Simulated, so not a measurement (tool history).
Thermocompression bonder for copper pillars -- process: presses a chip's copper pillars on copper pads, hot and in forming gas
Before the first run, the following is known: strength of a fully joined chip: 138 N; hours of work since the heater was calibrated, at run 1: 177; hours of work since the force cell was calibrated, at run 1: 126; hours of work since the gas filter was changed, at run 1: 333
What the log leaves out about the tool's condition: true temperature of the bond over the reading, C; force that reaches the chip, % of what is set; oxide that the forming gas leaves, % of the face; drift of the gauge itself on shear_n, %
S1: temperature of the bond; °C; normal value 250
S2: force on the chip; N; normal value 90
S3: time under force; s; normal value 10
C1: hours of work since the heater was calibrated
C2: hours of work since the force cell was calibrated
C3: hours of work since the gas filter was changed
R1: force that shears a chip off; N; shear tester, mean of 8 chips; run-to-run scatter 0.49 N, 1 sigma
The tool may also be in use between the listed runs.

run,hour,S1,S2,S3,C1,C2,C3,R1
1,0.0,250,90,10,177,126,333,60.4
2,13.6,269,90,10,183,132,339,81.7
3,26.3,269,90,10,189,138,345,81.1
4,39.2,250,90,10,195,144,351,60.5
5,52.0,250,90,10,200,150,356,60.0
# hour 55.8: forming gas filter changed
6,58.6,250,90,10,203,152,1,59.9
7,65.3,250,90,10,206,155,4,60.3
8,73.2,250,90,10,210,159,8,60.8
9,85.7,250,90,10,215,165,13,59.9
10,97.3,250,105,10,220,170,19,68.0
11,105.7,250,105,10,224,174,22,70.0
12,114.3,250,105,10,228,177,26,67.9
13,121.7,250,105,10,231,181,30,68.6
14,132.7,250,105,6,236,186,35,57.2
15,140.8,250,105,6,240,189,38,56.5
16,148.5,250,105,6,243,193,42,57.4
17,160.7,250,105,6,249,198,47,57.1
18,167.5,252,90,10,252,201,50,62.9
19,175.7,250,90,10,256,205,54,60.6
20,182.4,250,90,10,259,208,57,59.8
21,193.2,250,90,10,264,213,62,60.0
22,200.7,250,90,10,267,216,65,59.9
23,213.2,272,115,10,273,222,71,98.2
24,221.3,272,115,5,276,226,74,80.6
25,233.5,250,90,10,282,231,80,60.3
26,240.6,239,133,22,285,234,83,88.9
27,254.0,262,96,10,291,240,89,75.6
28,264.5,233,76,12,296,245,94,40.5
29,274.3,233,76,12,300,249,98,40.6
30,287.6,226,70,15,306,255,104,34.9
31,297.8,256,73,11,311,260,109,58.1
32,304.4,256,73,11,314,263,112,56.9
33,315.8,264,56,11,319,268,117,52.5
34,323.4,264,56,11,322,272,120,53.0
35,332.2,264,98,23,326,276,124,101.3
36,345.5,278,100,11,332,281,130,98.6
37,351.6,250,131,29,335,284,133,107.2
38,358.7,252,101,6,338,287,136,57.2
39,372.2,252,101,6,344,293,142,57.1

Below are 4 alternative next runs, each starting from the tool's condition after run 39. Predict each:
A,378.4,252,130,8,347,296,145,?
B,378.4,252,60,6,347,296,145,?
C,378.4,239,78,10,347,296,145,?
D,378.4,242,81,7,347,296,145,?

run,R1
A,77.1
B,35.2
C,43.1
D,40.3
Take away the tool's hidden state, keep each run's random variation, and the runs would have read:
run,R1
A,76.9
B,35.0
C,42.9
D,40.1
